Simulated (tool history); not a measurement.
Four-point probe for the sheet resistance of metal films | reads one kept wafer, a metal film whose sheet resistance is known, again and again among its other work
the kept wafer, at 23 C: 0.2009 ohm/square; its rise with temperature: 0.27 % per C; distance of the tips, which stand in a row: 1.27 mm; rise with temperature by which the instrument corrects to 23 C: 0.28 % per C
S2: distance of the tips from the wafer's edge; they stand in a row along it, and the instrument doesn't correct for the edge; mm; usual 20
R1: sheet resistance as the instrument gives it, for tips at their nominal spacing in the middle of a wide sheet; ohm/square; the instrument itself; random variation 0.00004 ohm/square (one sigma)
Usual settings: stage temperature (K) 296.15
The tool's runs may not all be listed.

Run 1, hour 0: usual settings. Result: R1 0.200402 ohm/square.
Run 2, hour 12: usual settings but stage temperature (K) 292.15. Result: R1 0.20051 ohm/square.
Run 3, hour 32: usual settings but S2 6 mm. Result: R1 0.204731 ohm/square.
Run 4, hour 50.3: usual settings but S2 6 mm. Result: R1 0.204684 ohm/square.
Run 5, hour 61.9: usual settings but S2 6 mm. Result: R1 0.204742 ohm/square.
Run 6, hour 89.4: usual settings but S2 6 mm. Result: R1 0.204644 ohm/square.
Run 7, hour 107.5: usual settings. Result: R1 0.200396 ohm/square.
Run 8, hour 123.1: usual settings but stage temperature (K) 307.15. Result: R1 0.200211 ohm/square.
Run 9, hour 136.1: usual settings. Result: R1 0.200414 ohm/square.
At hour 138.7: stage's thermometer calibrated.
Run 10, hour 164.2: usual settings but stage temperature (K) 307.15. Result: R1 0.200224 ohm/square.
Run 11, hour 179.4: usual settings but S2 55 mm. Result: R1 0.200088 ohm/square.
Run 12, hour 205.4: usual settings but S2 55 mm. Result: R1 0.200035 ohm/square.
Run 13, hour 226.2: usual settings but S2 10 mm. Result: R1 0.201709 ohm/square.
Run 14, hour 242.1: usual settings but S2 10 mm. Result: R1 0.201684 ohm/square.
At hour 261.9: stage's thermometer calibrated, once more.
Run 15, hour 264.7: usual settings but S2 10 mm. Result: R1 0.201542 ohm/square.
Run 16, hour 282.8: usual settings but stage temperature (K) 295.15. Result: R1 0.200296 ohm/square.
Run 17, hour 304.7: usual settings but S2 12 mm. Result: R1 0.200944 ohm/square.
Run 18, hour 318.7: usual settings but stage temperature (K) 304.15, S2 19 mm. Result: R1 0.200173 ohm/square.
Run 19, hour 335.1: usual settings but stage temperature (K) 295.15, S2 11 mm. Result: R1 0.201326 ohm/square.
Run 20, hour 353.9: usual settings but stage temperature (K) 295.15, S2 11 mm. Result: R1 0.201309 ohm/square.
Run 21, hour 379: usual settings but stage temperature (K) 297.15, S2 4 mm. Result: R1 0.210034 ohm/square.
Run 22, hour 394.5: usual settings but S2 5 mm. Result: R1 0.20654 ohm/square.
Run 23, hour 413.2: usual settings but stage temperature (K) 292.15, S2 5 mm. Result: R1 0.206641 ohm/square.
Run 24, hour 436.6: usual settings but stage temperature (K) 295.15, S2 13 mm. Result: R1 0.200849 ohm/square.
Run 25, hour 459.4: usual settings but stage temperature (K) 301.15, S2 70 mm. Result: R1 0.199743 ohm/square.
Run 26, hour 483.5: usual settings but stage temperature (K) 303.15, S2 12 mm. Result: R1 0.200918 ohm/square.
Run 27, hour 499.6: usual settings but stage temperature (K) 294.15, S2 46 mm. Result: R1 0.199896 ohm/square.
Run 28, hour 523.3: usual settings but stage temperature (K) 294.15, S2 46 mm. Result: R1 0.199917 ohm/square.
Run 29, hour 537.7: usual settings but stage temperature (K) 297.15, S2 8 mm. Result: R1 0.202449 ohm/square.
Run 30, hour 564.1: usual settings but stage temperature (K) 292.15, S2 21 mm. Result: R1 0.200238 ohm/square.

Forecast run 31:
Run 31, hour 575.8: usual settings but stage temperature (K) 292.15, S2 21 mm. Result: R1 ?.

Run 31 gave R1 0.200272 ohm/square.
Without the tool's hidden state the same run would have given R1 0.201406 ohm/square.
